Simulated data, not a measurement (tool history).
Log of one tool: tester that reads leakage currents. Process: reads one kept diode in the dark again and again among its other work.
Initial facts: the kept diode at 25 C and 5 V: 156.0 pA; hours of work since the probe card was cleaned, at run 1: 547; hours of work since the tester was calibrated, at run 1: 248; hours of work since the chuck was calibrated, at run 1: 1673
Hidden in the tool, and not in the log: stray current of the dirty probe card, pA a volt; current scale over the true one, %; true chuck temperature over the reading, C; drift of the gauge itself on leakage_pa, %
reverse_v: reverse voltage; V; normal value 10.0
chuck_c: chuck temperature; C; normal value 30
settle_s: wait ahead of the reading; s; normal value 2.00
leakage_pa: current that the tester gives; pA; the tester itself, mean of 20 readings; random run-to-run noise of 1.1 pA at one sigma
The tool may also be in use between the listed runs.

run,hour,reverse_v,chuck_c,settle_s,hours of work since the probe card was cleaned,hours of work since the tester was calibrated,hours of work since the chuck was calibrated,leakage_pa
1,0.0,10.0,30,2.00,547,248,1673,321.08
2,28.8,10.0,30,2.00,562,263,1688,321.76
3,46.2,10.0,30,2.00,571,272,1697,322.52
4,68.8,10.0,30,2.00,583,284,1709,321.34
5,91.4,10.0,30,2.00,595,296,1721,321.69
6,119.3,10.0,35,2.00,610,311,1736,496.89
7,135.6,10.0,35,2.00,619,320,1745,496.86
8,154.6,10.0,35,2.00,629,330,1755,497.37
9,173.4,10.0,35,2.00,639,340,1765,496.49
10,189.8,10.0,35,2.00,648,349,1773,497.70
11,222.6,10.0,30,2.00,665,366,1791,321.98
12,254.8,10.0,30,2.00,682,383,1808,319.02
13,274.3,10.0,30,2.00,692,394,1818,320.06
14,312.3,1.6,30,2.00,713,414,1838,120.21
15,336.1,1.6,30,2.00,725,426,1851,119.81
16,359.9,1.6,30,2.00,738,439,1864,119.40
17,382.4,1.6,30,2.00,750,451,1876,119.50
18,409.2,1.6,30,2.00,764,465,1890,120.07
19,425.7,1.6,30,2.00,773,474,1899,119.33
20,444.7,1.6,30,2.00,783,484,1909,120.00
21,462.4,1.6,30,2.00,792,493,1918,119.74
22,491.7,7.4,21,1.00,808,509,1934,122.75
23,507.5,13.7,31,0.41,816,517,1942,416.96
24,530.2,2.6,28,8.69,828,529,1954,129.03
25,548.6,2.6,35,8.69,838,539,1964,240.08
26,571.9,9.1,30,3.11,851,552,1976,304.02
27,592.3,9.1,30,3.11,861,562,1987,303.42
28,610.8,10.0,41,2.05,871,572,1997,805.68
29,629.3,10.7,30,9.91,881,582,2007,330.96
30,656.1,10.7,30,9.91,895,596,2021,331.15
# hour 678.1: chuck's temperature calibrated
31,687.8,3.5,34,1.09,911,612,5,295.01
32,717.7,3.5,34,1.09,927,628,21,295.48
33,747.2,7.4,33,1.09,943,644,37,403.37
34,784.5,7.4,34,2.67,962,663,56,438.59
35,809.1,6.1,59,5.26,976,677,70,2906.09
36,841.2,6.1,59,5.26,993,694,87,2914.23
37,858.1,10.0,51,2.00,1002,703,96,2057.19
38,881.5,10.0,51,2.00,1014,715,108,2063.03
39,918.9,10.0,22,5.73,1034,735,128,182.36

Branching from run 39: 5 alternative next runs. What would each branch give?
A,948.7,1.3,32,0.96,1050,751,144,?
B,948.7,3.7,22,0.47,1050,751,144,?
C,948.7,1.0,22,7.36,1050,751,144,?
D,948.7,3.1,32,5.73,1050,751,144,?
E,948.7,2.2,24,1.27,1050,751,144,?

run,leakage_pa
A,145.34
B,105.85
C,51.42
D,229.37
E,95.29
Had the tool no hidden state, the same runs would have come out as:
run,leakage_pa
A,144.92
B,101.54
C,50.52
D,227.18
E,93.06

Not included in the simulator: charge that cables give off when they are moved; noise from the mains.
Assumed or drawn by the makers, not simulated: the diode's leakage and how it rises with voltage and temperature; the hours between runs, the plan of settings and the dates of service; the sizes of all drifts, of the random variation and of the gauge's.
